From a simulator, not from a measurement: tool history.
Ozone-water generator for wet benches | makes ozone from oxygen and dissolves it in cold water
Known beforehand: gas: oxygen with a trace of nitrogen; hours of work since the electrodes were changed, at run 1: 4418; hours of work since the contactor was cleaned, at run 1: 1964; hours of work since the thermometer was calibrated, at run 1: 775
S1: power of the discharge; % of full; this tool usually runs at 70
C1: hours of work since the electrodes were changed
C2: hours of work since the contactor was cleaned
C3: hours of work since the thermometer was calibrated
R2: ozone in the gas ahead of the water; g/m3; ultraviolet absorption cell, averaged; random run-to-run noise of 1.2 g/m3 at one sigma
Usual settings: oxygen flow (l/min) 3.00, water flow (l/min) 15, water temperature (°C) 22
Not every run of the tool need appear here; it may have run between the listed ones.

run 1 hour=0.0 | S1=70 oxygen_flow_(l/min)=3.00 water_flow_(l/min)=15 water_temperature_(°C)=22 | C1=4418 C2=1964 C3=775 | dissolved_ozone_(ppm)=18.4 R2=226.6
run 2 hour=111.9 | S1=70 oxygen_flow_(l/min)=3.00 water_flow_(l/min)=15 water_temperature_(°C)=22 | C1=4521 C2=2068 C3=878 | dissolved_ozone_(ppm)=18.4 R2=226.9
run 3 hour=254.1 | S1=70 oxygen_flow_(l/min)=3.00 water_flow_(l/min)=15 water_temperature_(°C)=22 | C1=4653 C2=2199 C3=1009 | dissolved_ozone_(ppm)=18.0 R2=227.5
run 4 hour=332.2 | S1=85 oxygen_flow_(l/min)=3.00 water_flow_(l/min)=15 water_temperature_(°C)=22 | C1=4725 C2=2271 C3=1082 | dissolved_ozone_(ppm)=21.7 R2=270.6
run 5 hour=451.6 | S1=70 oxygen_flow_(l/min)=3.00 water_flow_(l/min)=15 water_temperature_(°C)=22 | C1=4835 C2=2381 C3=1192 | dissolved_ozone_(ppm)=18.2 R2=227.4
run 6 hour=561.0 | S1=70 oxygen_flow_(l/min)=3.00 water_flow_(l/min)=15 water_temperature_(°C)=22 | C1=4936 C2=2483 C3=1293 | dissolved_ozone_(ppm)=18.2 R2=225.6
run 7 hour=710.3 | S1=70 oxygen_flow_(l/min)=3.00 water_flow_(l/min)=15 water_temperature_(°C)=22 | C1=5074 C2=2621 C3=1431 | dissolved_ozone_(ppm)=18.3 R2=229.0
-- hour=725.6 contactor cleaned
run 8 hour=828.7 | S1=70 oxygen_flow_(l/min)=2.96 water_flow_(l/min)=12 water_temperature_(°C)=30 | C1=5180 C2=95 C3=1537 | dissolved_ozone_(ppm)=19.6 R2=227.9
run 9 hour=945.6 | S1=70 oxygen_flow_(l/min)=2.68 water_flow_(l/min)=19 water_temperature_(°C)=22 | C1=5288 C2=203 C3=1645 | dissolved_ozone_(ppm)=14.3 R2=243.2
run 10 hour=1126.7 | S1=45 oxygen_flow_(l/min)=3.00 water_flow_(l/min)=15 water_temperature_(°C)=22 | C1=5455 C2=371 C3=1812 | dissolved_ozone_(ppm)=11.9 R2=151.5
run 11 hour=1217.9 | S1=49 oxygen_flow_(l/min)=1.61 water_flow_(l/min)=21 water_temperature_(°C)=24 | C1=5540 C2=455 C3=1896 | dissolved_ozone_(ppm)=8.3 R2=225.3
run 12 hour=1327.4 | S1=49 oxygen_flow_(l/min)=1.61 water_flow_(l/min)=15 water_temperature_(°C)=24 | C1=5641 C2=556 C3=1998 | dissolved_ozone_(ppm)=11.7 R2=225.5
-- hour=1355.3 electrodes of the discharge changed
run 13 hour=1488.7 | S1=49 oxygen_flow_(l/min)=1.61 water_flow_(l/min)=15 water_temperature_(°C)=24 | C1=123 C2=700 C3=2141 | dissolved_ozone_(ppm)=12.0 R2=224.6
run 14 hour=1596.2 | S1=47 oxygen_flow_(l/min)=1.74 water_flow_(l/min)=23 water_temperature_(°C)=24 | C1=223 C2=799 C3=2241 | dissolved_ozone_(ppm)=7.2 R2=208.0

Each row is a separate what-if for the run after 14, all from the same tool condition, not one after another. Results?
run A hour=1772.0 | S1=70 oxygen_flow_(l/min)=3.00 water_flow_(l/min)=15 water_temperature_(°C)=17 | C1=385 C2=961 C3=2403 | dissolved_ozone_(ppm)=? R2=?
run B hour=1772.0 | S1=51 oxygen_flow_(l/min)=3.00 water_flow_(l/min)=15 water_temperature_(°C)=21 | C1=385 C2=961 C3=2403 | dissolved_ozone_(ppm)=? R2=?
run C hour=1772.0 | S1=66 oxygen_flow_(l/min)=3.00 water_flow_(l/min)=22 water_temperature_(°C)=22 | C1=385 C2=961 C3=2403 | dissolved_ozone_(ppm)=? R2=?
run D hour=1772.0 | S1=70 oxygen_flow_(l/min)=3.00 water_flow_(l/min)=21 water_temperature_(°C)=15 | C1=385 C2=961 C3=2403 | dissolved_ozone_(ppm)=? R2=?
run E hour=1772.0 | S1=68 oxygen_flow_(l/min)=1.73 water_flow_(l/min)=23 water_temperature_(°C)=19 | C1=385 C2=961 C3=2403 | dissolved_ozone_(ppm)=? R2=?

run=A dissolved_ozone_(ppm)=19.5 R2=227.4
run=B dissolved_ozone_(ppm)=13.7 R2=169.7
run=C dissolved_ozone_(ppm)=11.8 R2=215.8
run=D dissolved_ozone_(ppm)=13.9 R2=228.2
run=E dissolved_ozone_(ppm)=10.5 R2=293.3
Take away the tool's hidden state, keep each run's random variation, and the runs would have read:
run=A dissolved_ozone_(ppm)=19.5 R2=227.5
run=B dissolved_ozone_(ppm)=13.7 R2=169.7
run=C dissolved_ozone_(ppm)=11.8 R2=215.9
run=D dissolved_ozone_(ppm)=14.0 R2=228.3
run=E dissolved_ozone_(ppm)=10.5 R2=293.4
